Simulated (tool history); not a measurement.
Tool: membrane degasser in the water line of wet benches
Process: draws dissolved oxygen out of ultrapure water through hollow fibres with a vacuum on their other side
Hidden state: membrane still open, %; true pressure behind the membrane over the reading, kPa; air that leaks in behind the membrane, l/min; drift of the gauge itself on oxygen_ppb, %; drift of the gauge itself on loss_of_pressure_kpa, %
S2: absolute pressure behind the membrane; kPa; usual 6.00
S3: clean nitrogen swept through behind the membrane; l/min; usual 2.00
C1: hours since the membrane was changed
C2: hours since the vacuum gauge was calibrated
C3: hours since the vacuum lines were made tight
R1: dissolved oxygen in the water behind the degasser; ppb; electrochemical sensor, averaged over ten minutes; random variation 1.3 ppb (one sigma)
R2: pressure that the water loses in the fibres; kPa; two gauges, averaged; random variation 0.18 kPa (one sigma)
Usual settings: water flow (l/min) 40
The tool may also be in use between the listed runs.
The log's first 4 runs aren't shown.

{"run": 5, "day": 10.833, "water flow (l/min)": 40, "S2": 5.13, "S3": 2.0, "C1": 3253, "C2": 664, "C3": 3384, "R1": 89.0, "R2": 34.51}
{"run": 6, "day": 14.575, "water flow (l/min)": 28, "S2": 6.0, "S3": 2.0, "C1": 3343, "C2": 754, "C3": 3474, "R1": 89.9, "R2": 24.41}
{"run": 7, "day": 16.646, "water flow (l/min)": 28, "S2": 6.0, "S3": 2.0, "C1": 3393, "C2": 804, "C3": 3524, "R1": 89.5, "R2": 24.3}
{"run": 8, "day": 19.896, "water flow (l/min)": 28, "S2": 6.0, "S3": 2.0, "C1": 3471, "C2": 882, "C3": 3602, "R1": 90.4, "R2": 24.38}
{"run": 9, "day": 23.125, "water flow (l/min)": 28, "S2": 6.0, "S3": 2.0, "C1": 3548, "C2": 960, "C3": 3679, "R1": 90.0, "R2": 24.19}
{"run": 10, "day": 27.104, "water flow (l/min)": 28, "S2": 6.0, "S3": 2.0, "C1": 3644, "C2": 1055, "C3": 3775, "R1": 91.4, "R2": 24.46}
{"run": 11, "day": 30.438, "water flow (l/min)": 40, "S2": 6.0, "S3": 2.0, "C1": 3724, "C2": 1135, "C3": 3855, "R1": 130.9, "R2": 34.65}
{"run": 12, "day": 34.375, "water flow (l/min)": 40, "S2": 6.0, "S3": 2.0, "C1": 3818, "C2": 1229, "C3": 3949, "R1": 126.7, "R2": 34.13}
{"run": 13, "day": 37.325, "water flow (l/min)": 40, "S2": 14.01, "S3": 2.0, "C1": 3889, "C2": 1300, "C3": 4020, "R1": 471.9, "R2": 34.51}
{"run": 14, "day": 40.671, "water flow (l/min)": 40, "S2": 14.01, "S3": 2.0, "C1": 3969, "C2": 1381, "C3": 4100, "R1": 472.8, "R2": 34.61}
{"run": 15, "day": 45.05, "water flow (l/min)": 40, "S2": 6.0, "S3": 2.0, "C1": 4075, "C2": 1486, "C3": 4205, "R1": 128.2, "R2": 34.59}
{"run": 16, "day": 48.317, "water flow (l/min)": 40, "S2": 7.21, "S3": 2.0, "C1": 4153, "C2": 1564, "C3": 4284, "R1": 181.8, "R2": 34.17}
{"run": 17, "day": 52.233, "water flow (l/min)": 57, "S2": 5.15, "S3": 5.3, "C1": 4247, "C2": 1658, "C3": 4378, "R1": 77.2, "R2": 48.58}
{"run": 18, "day": 56.583, "water flow (l/min)": 34, "S2": 6.01, "S3": 5.3, "C1": 4351, "C2": 1762, "C3": 4482, "R1": 45.4, "R2": 29.07}
{"run": 19, "day": 59.929, "water flow (l/min)": 42, "S2": 6.18, "S3": 1.07, "C1": 4432, "C2": 1843, "C3": 4562, "R1": 235.8, "R2": 35.76}
{"run": 20, "day": 64.117, "water flow (l/min)": 43, "S2": 10.05, "S3": 5.12, "C1": 4532, "C2": 1943, "C3": 4663, "R1": 141.5, "R2": 36.96}
{"run": 21, "day": 67.775, "water flow (l/min)": 43, "S2": 10.05, "S3": 5.12, "C1": 4620, "C2": 2031, "C3": 4751, "R1": 140.4, "R2": 36.96}
{"run": 22, "day": 70.933, "water flow (l/min)": 62, "S2": 8.99, "S3": 1.29, "C1": 4696, "C2": 2107, "C3": 4827, "R1": 549.2, "R2": 53.04}
{"run": 23, "day": 74.229, "water flow (l/min)": 40, "S2": 6.0, "S3": 4.64, "C1": 4775, "C2": 2186, "C3": 4906, "R1": 61.7, "R2": 34.09}
{"run": 24, "day": 77.842, "water flow (l/min)": 38, "S2": 7.96, "S3": 1.55, "C1": 4862, "C2": 2273, "C3": 4992, "R1": 250.3, "R2": 32.47}
{"run": 25, "day": 81.371, "water flow (l/min)": 38, "S2": 7.96, "S3": 3.19, "C1": 4946, "C2": 2357, "C3": 5077, "R1": 134.8, "R2": 32.51}
{"day": 84.479, "done": "seals of the vacuum lines changed"}
{"run": 26, "day": 84.908, "water flow (l/min)": 38, "S2": 7.96, "S3": 3.19, "C1": 5029, "C2": 2440, "C3": 10, "R1": 135.9, "R2": 32.33}

The next listed run, before its measurement:
{"run": 27, "day": 88.754, "water flow (l/min)": 38, "S2": 3.83, "S3": 4.85, "C1": 5121, "C2": 2533, "C3": 103, "R1": "?", "R2": "?"}

{"run 27": {"R1": 15.8, "R2": 32.09}}
Without the tool's hidden state the same run would have given R1 15.8 ppb, R2 32.84 kPa.

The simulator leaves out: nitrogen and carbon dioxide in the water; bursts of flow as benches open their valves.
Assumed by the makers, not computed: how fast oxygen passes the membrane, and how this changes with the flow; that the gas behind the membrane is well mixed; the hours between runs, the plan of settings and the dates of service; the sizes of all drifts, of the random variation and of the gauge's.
